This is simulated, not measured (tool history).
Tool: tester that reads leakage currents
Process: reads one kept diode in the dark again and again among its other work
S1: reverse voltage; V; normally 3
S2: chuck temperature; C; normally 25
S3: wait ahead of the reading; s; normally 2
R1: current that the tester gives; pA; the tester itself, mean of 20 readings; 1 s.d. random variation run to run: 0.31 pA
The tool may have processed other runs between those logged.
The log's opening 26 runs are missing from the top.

| run | hour | S1 | S2 | S3 | R1 |
|---|---|---|---|---|---|
| 27 | 4394.7 | 1.1 | 31 | 0.5 | 106.1 |
|  | 4519.6 | probe card cleaned and baked |
| 28 | 4616.1 | 1.81 | 42 | 0.5 | 279.95 |
| 29 | 4855 | 1.25 | 59 | 0.5 | 723.01 |
| 30 | 4992.8 | 1.61 | 24 | 2.17 | 73.32 |
| 31 | 5192.3 | 1.61 | 24 | 2.17 | 72.77 |
| 32 | 5367.5 | 1.61 | 24 | 2.17 | 72.55 |
| 33 | 5589.5 | 1.61 | 24 | 2.17 | 73.08 |
|  | 5621.9 | chuck's temperature calibrated |
| 34 | 5711.9 | 3 | 23 | 0.61 | 86.86 |
| 35 | 5950.3 | 3 | 23 | 0.61 | 86.62 |
| 36 | 6154.3 | 3 | 23 | 0.61 | 86.86 |
| 37 | 6291.6 | 3 | 23 | 0.61 | 87.07 |
| 38 | 6402.4 | 3 | 23 | 0.61 | 87.08 |
| 39 | 6508 | 3 | 23 | 0.32 | 87.77 |

Below are 3 alternative next runs, each starting from the tool's condition after run 39. Predict each:
| A | 6654.7 | 3 | 33 | 3.57 | ? |
| B | 6654.7 | 5.44 | 58 | 0.51 | ? |
| C | 6654.7 | 1.39 | 25 | 4.02 | ? |

| run | R1 |
|---|---|
| A | 181.75 |
| B | 1212.99 |
| C | 73.87 |
Take away the tool's hidden state, keep each run's random variation, and the runs would have read:
| run | R1 |
|---|---|
| A | 181.83 |
| B | 1213.48 |
| C | 73.9 |
